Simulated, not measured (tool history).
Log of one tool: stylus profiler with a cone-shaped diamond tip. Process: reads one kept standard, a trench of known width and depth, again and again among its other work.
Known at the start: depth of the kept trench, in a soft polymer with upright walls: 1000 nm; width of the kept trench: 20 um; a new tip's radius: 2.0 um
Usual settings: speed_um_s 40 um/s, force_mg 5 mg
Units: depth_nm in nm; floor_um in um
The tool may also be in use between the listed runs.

run   hour  speed_um_s  force_mg  depth_nm  floor_um
  1      0          40         5   1009.36     16.29
  2   12.9          40         5   1009.04     16.22
  3   23.2          40         5   1009.09     16.24
  4   34.3          40         5   1009.71     16.29
  5   49.2          40         5   1009.55     16.28
  6   63.4         145      7.12   1011.85     15.99
  7   80.2          99      1.86   1005.46     15.87
  8   94.1          99      1.86   1005.12     15.84
  9  111.5          51      1.73   1004.98     16.08
 10  126.8          21      7.33   1012.12     16.32

Measured less the same run without the tool's hidden state. The same run-to-run variation is in both; the gauge's scatter may not be:
The hidden state here: radius of the tip, um; height scale over the true one, %; drift of the gauge itself on depth_nm, %; drift of the gauge itself on floor_um, %.
run  depth_nm  floor_um
  1     +0.71     -0.12
  2     +0.73     -0.12
  3     +0.75     -0.12
  4     +0.77     -0.13
  5     +0.79     -0.12
  6     +0.81     -0.13
  7     +0.84     -0.13
  8     +0.86     -0.14
  9     +0.88     -0.13
 10     +0.91     -0.14
